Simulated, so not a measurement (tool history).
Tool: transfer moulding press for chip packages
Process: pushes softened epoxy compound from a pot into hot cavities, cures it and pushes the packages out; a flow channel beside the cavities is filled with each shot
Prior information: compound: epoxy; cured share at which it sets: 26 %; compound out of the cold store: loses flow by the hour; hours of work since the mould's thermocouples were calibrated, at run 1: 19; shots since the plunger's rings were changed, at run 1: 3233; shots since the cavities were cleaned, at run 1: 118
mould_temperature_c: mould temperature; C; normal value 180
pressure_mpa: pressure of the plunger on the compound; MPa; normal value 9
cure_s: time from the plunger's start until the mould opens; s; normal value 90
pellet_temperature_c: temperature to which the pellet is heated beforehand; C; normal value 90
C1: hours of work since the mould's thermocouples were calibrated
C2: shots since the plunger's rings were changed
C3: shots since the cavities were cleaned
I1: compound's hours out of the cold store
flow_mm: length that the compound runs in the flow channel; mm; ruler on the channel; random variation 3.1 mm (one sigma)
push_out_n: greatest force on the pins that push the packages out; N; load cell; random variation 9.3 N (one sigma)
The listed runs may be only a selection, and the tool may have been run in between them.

Run 1, hour 0: usual settings; C1 19; C2 3233; C3 118; I1 45.7. Result: flow_mm 672 mm, push_out_n 480 N.
Run 2, hour 10.1: usual settings; C1 26; C2 3365; C3 250; I1 23.5. Result: flow_mm 733 mm, push_out_n 546 N.
At hour 17.4: plunger's sealing rings changed.
Run 3, hour 32.5: usual settings; C1 39; C2 196; C3 509; I1 19.6. Result: flow_mm 787 mm, push_out_n 608 N.
Run 4, hour 50.7: usual settings; C1 52; C2 434; C3 747; I1 33.9. Result: flow_mm 739 mm, push_out_n 615 N.
At hour 54.6: mould's thermocouples calibrated.
Run 5, hour 62.2: usual settings; C1 5; C2 557; C3 870; I1 11.9. Result: flow_mm 811 mm, push_out_n 689 N.
Run 6, hour 72.6: usual settings; C1 12; C2 693; C3 1006; I1 46. Result: flow_mm 699 mm, push_out_n 636 N.
At hour 81.3: cavities cleaned with cleaning compound and waxed.
Run 7, hour 95.5: usual settings; C1 27; C2 972; C3 184; I1 30.5. Result: flow_mm 744 mm, push_out_n 498 N.
At hour 105.5: mould's thermocouples calibrated, once more.
Run 8, hour 112: usual settings but mould_temperature_c 182 C, pressure_mpa 9.07 MPa, cure_s 97 s, pellet_temperature_c 88 C; C1 4; C2 1162; C3 374; I1 41.1. Result: flow_mm 705 mm, push_out_n 492 N.
Run 9, hour 123.8: usual settings but mould_temperature_c 182 C, pressure_mpa 9.07 MPa, cure_s 97 s, pellet_temperature_c 88 C; C1 12; C2 1315; C3 527; I1 27.7. Result: flow_mm 747 mm, push_out_n 507 N.
Run 10, hour 141.2: usual settings but mould_temperature_c 183 C, pressure_mpa 8.69 MPa; C1 24; C2 1542; C3 754; I1 13.7. Result: flow_mm 768 mm, push_out_n 591 N.
Run 11, hour 159.4: usual settings but mould_temperature_c 183 C, pressure_mpa 8.69 MPa; C1 36; C2 1780; C3 992; I1 26.4. Result: flow_mm 723 mm, push_out_n 598 N.
At hour 169.4: cavities cleaned with cleaning compound and waxed.
Run 12, hour 180.4: usual settings but mould_temperature_c 172 C, cure_s 122 s; C1 50; C2 2034; C3 143; I1 22.3. Result: flow_mm 777 mm, push_out_n 485 N.
Run 13, hour 195.6: usual settings but mould_temperature_c 172 C, cure_s 122 s; C1 60; C2 2232; C3 341; I1 43. Result: flow_mm 707 mm, push_out_n 535 N.
Run 14, hour 213.8: usual settings but mould_temperature_c 172 C, cure_s 122 s; C1 72; C2 2470; C3 579; I1 9.5. Result: flow_mm 811 mm, push_out_n 584 N.

A few steps of flow_mm between consecutive runs. Split each: what settings, incoming material and random variation would produce without the hidden state, and what is left over for the hidden state, along with gauge scatter present in only one of the two compared results (measured, and without hidden state):
Unlogged tool condition in this case: true mould temperature over the reading, C; pressure that reaches the compound, % of what is set; grip of the stained cavities, % over clean ones'; drift of the gauge itself on flow_mm, %; drift of the gauge itself on push_out_n, %.
Run 2 -> 3: plunger's sealing rings changed. flow_mm +54 mm: hidden state +43, all else +11.
Run 5 -> 6: settings left as they were, no log entry in between. flow_mm -112 mm: hidden state -1, all else -111.

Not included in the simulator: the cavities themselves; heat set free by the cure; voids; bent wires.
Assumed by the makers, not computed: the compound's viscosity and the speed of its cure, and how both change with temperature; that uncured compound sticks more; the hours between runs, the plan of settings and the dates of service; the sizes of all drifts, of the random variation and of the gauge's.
